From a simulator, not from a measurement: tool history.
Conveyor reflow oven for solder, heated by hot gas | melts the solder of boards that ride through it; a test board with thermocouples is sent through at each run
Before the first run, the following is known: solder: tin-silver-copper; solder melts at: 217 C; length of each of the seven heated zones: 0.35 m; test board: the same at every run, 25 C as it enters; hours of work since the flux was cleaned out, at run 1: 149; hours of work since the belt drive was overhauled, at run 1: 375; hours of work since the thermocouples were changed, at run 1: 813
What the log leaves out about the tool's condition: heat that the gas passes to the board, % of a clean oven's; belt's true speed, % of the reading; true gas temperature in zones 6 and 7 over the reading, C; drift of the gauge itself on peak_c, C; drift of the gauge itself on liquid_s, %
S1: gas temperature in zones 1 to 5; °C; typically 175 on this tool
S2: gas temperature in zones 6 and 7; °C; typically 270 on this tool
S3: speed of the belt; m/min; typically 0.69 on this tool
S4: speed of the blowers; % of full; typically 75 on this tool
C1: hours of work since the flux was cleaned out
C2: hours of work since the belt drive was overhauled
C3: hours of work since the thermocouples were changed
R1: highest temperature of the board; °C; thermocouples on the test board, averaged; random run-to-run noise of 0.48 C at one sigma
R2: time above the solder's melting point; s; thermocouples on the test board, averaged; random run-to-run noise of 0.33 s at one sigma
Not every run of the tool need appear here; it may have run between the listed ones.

run	hour	S1	S2	S3	S4	C1	C2	C3	R1	R2
1	0	175	270	0.69	75	149	375	813	260.5	51.2
2	41.8	175	270	0.69	75	180	406	844	259.9	51.2
3	80.4	175	270	0.639	75	209	435	873	261.8	56.2
# hour 108.6: flux residue cleaned out of gas plates and filters
4	136.9	175	270	0.639	75	21	473	911	263.1	57
5	179.8	182	270	0.639	75	53	505	943	263.4	59.2
6	243.9	175	270	0.69	75	101	553	991	261	51.3
# hour 266.3: thermocouples of zones 6 and 7 changed
7	299.9	175	280	0.574	75	141	593	25	272.1	67.6
8	362.1	167	270	0.675	77	187	639	71	258	49
9	399.4	167	270	0.675	77	215	667	99	258.4	49.1
# hour 422.4: flux residue cleaned out of gas plates and filters
10	459.1	167	270	0.675	77	27	708	140	259.8	49.6
11	502.4	175	270	0.828	75	60	740	172	253.4	39.1

Alternative continuations, all from the tool just after run 11; predict every row:
A	561.1	177	275	0.635	75	103	784	216	?	?
B	561.1	175	270	0.69	54	103	784	216	?	?
C	561.1	162	270	0.722	75	103	784	216	?	?
D	561.1	175	263	0.812	51	103	784	216	?	?

run	R1	R2
A	266.1	59.3
B	253.5	47.5
C	255.8	43.9
D	241.2	31.6
Without the tool's unlogged condition, the same runs would have read:
run	R1	R2
A	265.8	58.5
B	253.1	46.7
C	255.7	43.3
D	240.9	31.1

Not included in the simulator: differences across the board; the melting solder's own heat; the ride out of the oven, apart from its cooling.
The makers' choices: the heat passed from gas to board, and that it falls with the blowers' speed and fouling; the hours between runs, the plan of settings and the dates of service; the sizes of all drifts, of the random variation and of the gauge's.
